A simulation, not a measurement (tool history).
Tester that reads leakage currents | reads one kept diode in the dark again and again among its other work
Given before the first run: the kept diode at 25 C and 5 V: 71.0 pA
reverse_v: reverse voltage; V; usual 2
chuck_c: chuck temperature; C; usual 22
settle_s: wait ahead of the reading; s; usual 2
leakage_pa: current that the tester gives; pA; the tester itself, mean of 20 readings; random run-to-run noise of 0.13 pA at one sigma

{"run": 1, "hour": 0.0, "reverse_v": 2, "chuck_c": 22, "settle_s": 2, "leakage_pa": 37.81}
{"run": 2, "hour": 38.1, "reverse_v": 2, "chuck_c": 22, "settle_s": 2, "leakage_pa": 37.56}
{"run": 3, "hour": 66.9, "reverse_v": 2, "chuck_c": 22, "settle_s": 2, "leakage_pa": 37.9}
{"run": 4, "hour": 97.7, "reverse_v": 2, "chuck_c": 22, "settle_s": 2, "leakage_pa": 37.59}
{"run": 5, "hour": 124.2, "reverse_v": 2, "chuck_c": 27, "settle_s": 2, "leakage_pa": 57.59}
{"run": 6, "hour": 147.5, "reverse_v": 2, "chuck_c": 27, "settle_s": 2, "leakage_pa": 57.7}
{"run": 7, "hour": 195.2, "reverse_v": 2, "chuck_c": 27, "settle_s": 2, "leakage_pa": 57.59}
{"run": 8, "hour": 223.5, "reverse_v": 2, "chuck_c": 22, "settle_s": 2, "leakage_pa": 37.71}
{"run": 9, "hour": 271.3, "reverse_v": 1.77, "chuck_c": 22, "settle_s": 2, "leakage_pa": 35.85}
{"run": 10, "hour": 305.3, "reverse_v": 1.77, "chuck_c": 22, "settle_s": 2, "leakage_pa": 35.98}
{"run": 11, "hour": 347.1, "reverse_v": 1.77, "chuck_c": 22, "settle_s": 2, "leakage_pa": 35.93}
{"run": 12, "hour": 377.1, "reverse_v": 1.77, "chuck_c": 22, "settle_s": 2, "leakage_pa": 35.73}
{"run": 13, "hour": 401.8, "reverse_v": 1.77, "chuck_c": 22, "settle_s": 2, "leakage_pa": 35.88}
{"run": 14, "hour": 439.4, "reverse_v": 2, "chuck_c": 22, "settle_s": 8.8, "leakage_pa": 37.44}
{"run": 15, "hour": 486.9, "reverse_v": 2, "chuck_c": 22, "settle_s": 2, "leakage_pa": 37.92}
{"run": 16, "hour": 524.9, "reverse_v": 2, "chuck_c": 22, "settle_s": 2, "leakage_pa": 37.79}
{"run": 17, "hour": 561.6, "reverse_v": 2, "chuck_c": 22, "settle_s": 2, "leakage_pa": 37.48}
{"run": 18, "hour": 582.7, "reverse_v": 2, "chuck_c": 22, "settle_s": 2, "leakage_pa": 37.61}
{"run": 19, "hour": 619.0, "reverse_v": 2, "chuck_c": 22, "settle_s": 2, "leakage_pa": 37.57}
{"run": 20, "hour": 645.0, "reverse_v": 2, "chuck_c": 22, "settle_s": 2, "leakage_pa": 37.6}
{"run": 21, "hour": 683.4, "reverse_v": 3.25, "chuck_c": 32, "settle_s": 0.76, "leakage_pa": 105.69}
{"run": 22, "hour": 712.2, "reverse_v": 7.76, "chuck_c": 51, "settle_s": 0.45, "leakage_pa": 644.46}
{"run": 23, "hour": 751.9, "reverse_v": 7.76, "chuck_c": 51, "settle_s": 0.45, "leakage_pa": 636.45}
{"run": 24, "hour": 801.4, "reverse_v": 7.76, "chuck_c": 51, "settle_s": 0.45, "leakage_pa": 637.02}
{"run": 25, "hour": 849.8, "reverse_v": 1.6, "chuck_c": 56, "settle_s": 5.38, "leakage_pa": 492.93}
{"run": 26, "hour": 871.4, "reverse_v": 2, "chuck_c": 35, "settle_s": 1.26, "leakage_pa": 110.35}
{"hour": 876.4, "done": "chuck's temperature calibrated"}
{"run": 27, "hour": 910.0, "reverse_v": 8.87, "chuck_c": 47, "settle_s": 3.44, "leakage_pa": 496.44}
{"run": 28, "hour": 932.0, "reverse_v": 8.87, "chuck_c": 47, "settle_s": 0.86, "leakage_pa": 498.17}
{"run": 29, "hour": 960.7, "reverse_v": 1.01, "chuck_c": 59, "settle_s": 2, "leakage_pa": 500.22}
{"run": 30, "hour": 993.6, "reverse_v": 7.31, "chuck_c": 48, "settle_s": 2, "leakage_pa": 493.29}
{"run": 31, "hour": 1034.8, "reverse_v": 17.39, "chuck_c": 22, "settle_s": 0.79, "leakage_pa": 93.28}
{"run": 32, "hour": 1062.3, "reverse_v": 2.58, "chuck_c": 33, "settle_s": 2.29, "leakage_pa": 103.23}
{"run": 33, "hour": 1088.7, "reverse_v": 1.28, "chuck_c": 22, "settle_s": 2, "leakage_pa": 31.13}
{"run": 34, "hour": 1120.4, "reverse_v": 15.89, "chuck_c": 55, "settle_s": 0.6, "leakage_pa": 1115.31}
{"run": 35, "hour": 1149.8, "reverse_v": 1.07, "chuck_c": 44, "settle_s": 9.77, "leakage_pa": 173.49}
{"hour": 1167.2, "done": "chuck's temperature calibrated, once more"}
{"run": 36, "hour": 1179.7, "reverse_v": 1.07, "chuck_c": 44, "settle_s": 9.77, "leakage_pa": 181.54}
{"run": 37, "hour": 1224.7, "reverse_v": 1.07, "chuck_c": 44, "settle_s": 9.77, "leakage_pa": 181.83}
{"run": 38, "hour": 1270.2, "reverse_v": 1.83, "chuck_c": 44, "settle_s": 9.77, "leakage_pa": 223.63}
{"run": 39, "hour": 1318.1, "reverse_v": 2, "chuck_c": 21, "settle_s": 2, "leakage_pa": 36.08}

Below are 5 alternative next runs, each starting from the tool's condition after run 39. Predict each:
{"run": "A", "hour": 1345.4, "reverse_v": 5.85, "chuck_c": 23, "settle_s": 0.5, "leakage_pa": "?"}
{"run": "B", "hour": 1345.4, "reverse_v": 1.64, "chuck_c": 22, "settle_s": 2.32, "leakage_pa": "?"}
{"run": "C", "hour": 1345.4, "reverse_v": 3, "chuck_c": 42, "settle_s": 2, "leakage_pa": "?"}
{"run": "D", "hour": 1345.4, "reverse_v": 2, "chuck_c": 21, "settle_s": 1.03, "leakage_pa": "?"}
{"run": "E", "hour": 1345.4, "reverse_v": 2, "chuck_c": 22, "settle_s": 6.53, "leakage_pa": "?"}

run=A leakage_pa=67.38
run=B leakage_pa=36.25
run=C leakage_pa=232.95
run=D leakage_pa=36.15
run=E leakage_pa=39.53
With no hidden state in the tool, these same runs would have given:
run=A leakage_pa=64.44
run=B leakage_pa=35.44
run=C leakage_pa=231.27
run=D leakage_pa=35.16
run=E leakage_pa=38.53
